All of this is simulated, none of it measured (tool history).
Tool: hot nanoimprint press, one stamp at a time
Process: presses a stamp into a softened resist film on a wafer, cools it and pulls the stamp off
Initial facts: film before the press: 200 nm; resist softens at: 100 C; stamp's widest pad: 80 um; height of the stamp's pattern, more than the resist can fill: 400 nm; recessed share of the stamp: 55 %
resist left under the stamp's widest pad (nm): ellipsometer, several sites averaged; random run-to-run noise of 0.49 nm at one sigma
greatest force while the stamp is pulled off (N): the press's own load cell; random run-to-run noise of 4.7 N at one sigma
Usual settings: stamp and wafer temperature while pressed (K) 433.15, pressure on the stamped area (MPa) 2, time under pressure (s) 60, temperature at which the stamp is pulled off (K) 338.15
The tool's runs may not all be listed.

run	hour	stamp and wafer temperature while pressed (K)	pressure on the stamped area (MPa)	time under pressure (s)	temperature at which the stamp is pulled off (K)	resist left under the stamp's widest pad (nm)	greatest force while the stamp is pulled off (N)
1	0	433.15	2	60	338.15	98.7	270
2	31.8	433.15	2	60	338.15	99	275
# hour 38.4: plate thermocouple calibrated
3	61.8	433.15	2.3	60	338.15	90.5	274
4	98.6	433.15	2.3	60	338.15	90.8	274
5	137	433.15	2.3	60	338.15	90.6	280
# hour 161.9: press's hydraulic seals changed and the load cell set to zero
6	185.5	433.15	2	34	338.15	117.2	277
7	221	433.15	2	34	338.15	116.6	282
8	263.6	433.15	2	60	338.15	96.2	298
9	307.7	433.15	2	60	338.15	95.9	283
10	343.7	433.15	2	81	338.15	85.6	301
11	387.3	433.15	2	81	338.15	86.6	301
12	413.2	438.15	2	60	338.15	81	297
13	454.2	438.15	2	60	338.15	81	307
14	487.3	438.15	2	60	338.15	82	309
15	518.5	438.15	2	60	338.15	81.5	306
16	540.3	438.15	2	60	338.15	81.9	295
17	573.7	428.15	1.6	115	336.15	100.9	331
18	604	433.15	2	60	340.15	98.2	298
19	639.9	426.15	2.44	60	338.15	115.3	325
20	680.3	440.15	2.44	60	325.15	70.4	422
21	716.2	433.15	2.44	30	325.15	116.6	423
# hour 722.3: plate thermocouple calibrated
22	757.6	433.15	1.96	84	338.15	84.3	336
# hour 775.9: stamp cleaned and given a new release coat
23	795.2	433.15	2	80	338.15	85.6	233
24	843.2	443.15	1.69	80	325.15	64.7	292
25	869.6	424.15	2	84	338.15	118.1	232
26	906.6	433.15	2	84	345.15	84.3	202
27	928.6	424.15	1.42	115	335.15	119.1	259
28	968.4	432.15	2	42	338.15	112.8	246
29	998	437.15	2	35	338.15	103.8	249

Measured minus without-hidden-state, run by run (identical run-to-run variation in each term; gauge scatter may differ):
The hidden state here: true temperature over the reading, C; pressure that arrives at the usual setting, %; grip of the stamp's worn release coat, % over a new coat's; drift of the gauge itself on residual_nm, %; drift of the gauge itself on pull_off_n, %.
run	resist left under the stamp's widest pad (nm)	greatest force while the stamp is pulled off (N)
1	+3.4	+38
2	+3.6	+41
3	+0.4	+38
4	+0.6	+41
5	+0.8	+45
6	+0.3	+47
7	+0.5	+51
8	+0.7	+58
9	+1	+57
10	+1.1	+64
11	+1.3	+67
12	+1.2	+68
13	+1.5	+73
14	+1.6	+76
15	+1.8	+77
16	+1.8	+77
17	+2.5	+87
18	+2.5	+81
19	+3.2	+90
20	+2.2	+120
21	+3.3	+124
22	+0	+97
23	+0.2	+1
24	+0.4	+7
25	+0.7	+8
26	+0.7	+9
27	+0.9	+14
28	+1.1	+16
29	+1.3	+19
